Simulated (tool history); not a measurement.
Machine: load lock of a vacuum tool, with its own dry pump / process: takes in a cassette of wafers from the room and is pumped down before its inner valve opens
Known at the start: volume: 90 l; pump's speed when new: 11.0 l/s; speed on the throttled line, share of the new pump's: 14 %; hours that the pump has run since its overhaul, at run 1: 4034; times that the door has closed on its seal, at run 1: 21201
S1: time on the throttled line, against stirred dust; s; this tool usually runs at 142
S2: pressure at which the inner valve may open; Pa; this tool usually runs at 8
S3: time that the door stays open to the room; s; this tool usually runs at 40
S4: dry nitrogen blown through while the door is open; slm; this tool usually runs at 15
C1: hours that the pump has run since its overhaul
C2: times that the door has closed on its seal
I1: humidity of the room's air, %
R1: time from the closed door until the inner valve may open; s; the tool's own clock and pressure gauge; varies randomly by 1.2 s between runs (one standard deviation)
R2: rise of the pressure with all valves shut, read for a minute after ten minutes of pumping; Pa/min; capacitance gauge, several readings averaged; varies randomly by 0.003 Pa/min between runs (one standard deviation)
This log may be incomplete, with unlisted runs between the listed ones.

run 1 hour=0.0 | S1=142 S2=8 S3=40 S4=15 | C1=4034 C2=21201 | I1=47.9 | R1=200.3 R2=0.030
run 2 hour=96.1 | S1=142 S2=8 S3=40 S4=15 | C1=4131 C2=21396 | I1=45.5 | R1=200.5 R2=0.030
run 3 hour=208.2 | S1=142 S2=8 S3=40 S4=15 | C1=4243 C2=21623 | I1=47.8 | R1=201.1 R2=0.029
run 4 hour=289.7 | S1=142 S2=8 S3=40 S4=15 | C1=4324 C2=21788 | I1=42.3 | R1=198.7 R2=0.030
run 5 hour=414.3 | S1=142 S2=8 S3=40 S4=15 | C1=4449 C2=22041 | I1=45.0 | R1=201.2 R2=0.036
run 6 hour=500.5 | S1=142 S2=8 S3=40 S4=15 | C1=4535 C2=22216 | I1=44.6 | R1=201.4 R2=0.032
run 7 hour=569.0 | S1=142 S2=8 S3=40 S4=15 | C1=4603 C2=22354 | I1=44.5 | R1=199.1 R2=0.030
run 8 hour=658.1 | S1=142 S2=8 S3=40 S4=15 | C1=4693 C2=22535 | I1=45.5 | R1=200.4 R2=0.024
run 9 hour=718.3 | S1=142 S2=12 S3=40 S4=15 | C1=4753 C2=22657 | I1=46.8 | R1=197.4 R2=0.036
run 10 hour=820.5 | S1=142 S2=12 S3=40 S4=16 | C1=4855 C2=22864 | I1=45.2 | R1=198.3 R2=0.029
run 11 hour=945.6 | S1=142 S2=12 S3=40 S4=16 | C1=4980 C2=23118 | I1=45.4 | R1=196.7 R2=0.027
run 12 hour=1011.8 | S1=142 S2=12 S3=40 S4=16 | C1=5046 C2=23252 | I1=45.8 | R1=198.1 R2=0.028
run 13 hour=1126.2 | S1=142 S2=12 S3=40 S4=16 | C1=5161 C2=23484 | I1=41.6 | R1=197.9 R2=0.029
run 14 hour=1248.3 | S1=142 S2=12 S3=40 S4=16 | C1=5283 C2=23731 | I1=45.0 | R1=199.0 R2=0.027
run 15 hour=1329.0 | S1=94 S2=14 S3=40 S4=15 | C1=5363 C2=23895 | I1=47.1 | R1=153.9 R2=0.035
run 16 hour=1426.4 | S1=136 S2=8 S3=76 S4=15 | C1=5461 C2=24092 | I1=43.6 | R1=195.9 R2=0.038
run 17 hour=1501.0 | S1=136 S2=9 S3=159 S4=15 | C1=5535 C2=24243 | I1=47.1 | R1=193.4 R2=0.046
run 18 hour=1609.0 | S1=136 S2=13 S3=159 S4=44 | C1=5643 C2=24462 | I1=49.4 | R1=191.0 R2=0.034

What does the tool deliver on the next run?
run 19 hour=1717.0 | S1=136 S2=13 S3=159 S4=44 | C1=5751 C2=24681 | I1=46.7 | R1=? R2=?

Run 19 measured R1 192.3 s, R2 0.031 Pa/min.
Without the tool's hidden state the same run would have given R1 192.3 s, R2 0.030 Pa/min.
